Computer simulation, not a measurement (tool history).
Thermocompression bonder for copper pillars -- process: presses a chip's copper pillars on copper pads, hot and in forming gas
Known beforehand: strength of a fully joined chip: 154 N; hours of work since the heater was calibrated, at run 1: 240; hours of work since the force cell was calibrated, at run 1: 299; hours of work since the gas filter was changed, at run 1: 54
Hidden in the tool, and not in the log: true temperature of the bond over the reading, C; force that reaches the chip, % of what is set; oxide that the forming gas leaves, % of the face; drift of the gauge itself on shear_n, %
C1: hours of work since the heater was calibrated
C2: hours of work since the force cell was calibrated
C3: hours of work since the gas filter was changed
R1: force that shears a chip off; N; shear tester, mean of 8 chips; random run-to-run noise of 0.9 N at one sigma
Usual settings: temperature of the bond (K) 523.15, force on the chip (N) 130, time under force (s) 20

run 1 hour=0 | temperature_of_the_bond_(K)=523.15 force_on_the_chip_(N)=130 time_under_force_(s)=20 | C1=240 C2=299 C3=54 | R1=67
run 2 hour=49.5 | temperature_of_the_bond_(K)=503.15 force_on_the_chip_(N)=130 time_under_force_(s)=20 | C1=273 C2=332 C3=87 | R1=49.3
run 3 hour=77.5 | temperature_of_the_bond_(K)=503.15 force_on_the_chip_(N)=130 time_under_force_(s)=48 | C1=292 C2=350 C3=106 | R1=68.3
run 4 hour=108.9 | temperature_of_the_bond_(K)=503.15 force_on_the_chip_(N)=130 time_under_force_(s)=48 | C1=313 C2=371 C3=127 | R1=65.5
run 5 hour=134.4 | temperature_of_the_bond_(K)=523.15 force_on_the_chip_(N)=130 time_under_force_(s)=20 | C1=330 C2=388 C3=144 | R1=61.9
run 6 hour=155.4 | temperature_of_the_bond_(K)=523.15 force_on_the_chip_(N)=130 time_under_force_(s)=20 | C1=344 C2=402 C3=158 | R1=60.1
-- hour=168.3 forming gas filter changed
run 7 hour=182 | temperature_of_the_bond_(K)=523.15 force_on_the_chip_(N)=130 time_under_force_(s)=19 | C1=362 C2=420 C3=9 | R1=66.9
run 8 hour=232 | temperature_of_the_bond_(K)=523.15 force_on_the_chip_(N)=130 time_under_force_(s)=19 | C1=395 C2=453 C3=43 | R1=65.4
run 9 hour=258.1 | temperature_of_the_bond_(K)=523.15 force_on_the_chip_(N)=130 time_under_force_(s)=19 | C1=412 C2=471 C3=60 | R1=62.1
run 10 hour=279.5 | temperature_of_the_bond_(K)=523.15 force_on_the_chip_(N)=130 time_under_force_(s)=20 | C1=427 C2=485 C3=74 | R1=63.5
run 11 hour=329.5 | temperature_of_the_bond_(K)=523.15 force_on_the_chip_(N)=130 time_under_force_(s)=20 | C1=460 C2=518 C3=108 | R1=60.7
run 12 hour=357.7 | temperature_of_the_bond_(K)=523.15 force_on_the_chip_(N)=176 time_under_force_(s)=21 | C1=479 C2=537 C3=127 | R1=75.8
run 13 hour=389 | temperature_of_the_bond_(K)=523.15 force_on_the_chip_(N)=139 time_under_force_(s)=20 | C1=500 C2=558 C3=147 | R1=62.5
-- hour=395.4 heater calibrated with a thermocouple chip
-- hour=417.3 forming gas filter changed
run 14 hour=438.9 | temperature_of_the_bond_(K)=533.15 force_on_the_chip_(N)=101 time_under_force_(s)=13 | C1=29 C2=590 C3=14 | R1=46.8
run 15 hour=460.7 | temperature_of_the_bond_(K)=552.15 force_on_the_chip_(N)=184 time_under_force_(s)=21 | C1=43 C2=604 C3=29 | R1=103.9
run 16 hour=510.4 | temperature_of_the_bond_(K)=529.15 force_on_the_chip_(N)=143 time_under_force_(s)=20 | C1=77 C2=638 C3=62 | R1=66.1
run 17 hour=548.8 | temperature_of_the_bond_(K)=512.15 force_on_the_chip_(N)=130 time_under_force_(s)=20 | C1=102 C2=663 C3=88 | R1=46
run 18 hour=575.7 | temperature_of_the_bond_(K)=512.15 force_on_the_chip_(N)=130 time_under_force_(s)=20 | C1=120 C2=681 C3=106 | R1=45.8
-- hour=589.8 heater calibrated with a thermocouple chip, once more
run 19 hour=629.2 | temperature_of_the_bond_(K)=527.15 force_on_the_chip_(N)=114 time_under_force_(s)=30 | C1=26 C2=716 C3=140 | R1=74.4
run 20 hour=662.1 | temperature_of_the_bond_(K)=527.15 force_on_the_chip_(N)=179 time_under_force_(s)=13 | C1=48 C2=738 C3=162 | R1=76.2
-- hour=667.2 forming gas filter changed
run 21 hour=694.2 | temperature_of_the_bond_(K)=523.15 force_on_the_chip_(N)=86 time_under_force_(s)=43 | C1=69 C2=759 C3=18 | R1=69.2
run 22 hour=726.4 | temperature_of_the_bond_(K)=519.15 force_on_the_chip_(N)=149 time_under_force_(s)=43 | C1=91 C2=780 C3=40 | R1=98.4

What if the next run were any one of these 3? Each begins from the tool's condition after run 22:
run A hour=767.9 | temperature_of_the_bond_(K)=519.15 force_on_the_chip_(N)=149 time_under_force_(s)=46 | C1=119 C2=808 C3=67 | R1=?
run B hour=767.9 | temperature_of_the_bond_(K)=501.15 force_on_the_chip_(N)=149 time_under_force_(s)=27 | C1=119 C2=808 C3=67 | R1=?
run C hour=767.9 | temperature_of_the_bond_(K)=516.15 force_on_the_chip_(N)=130 time_under_force_(s)=29 | C1=119 C2=808 C3=67 | R1=?

run=A R1=96.1
run=B R1=64.7
run=C R1=72.6
What these runs would have given with no unlogged condition in the tool:
run=A R1=102.6
run=B R1=70
run=C R1=78.2
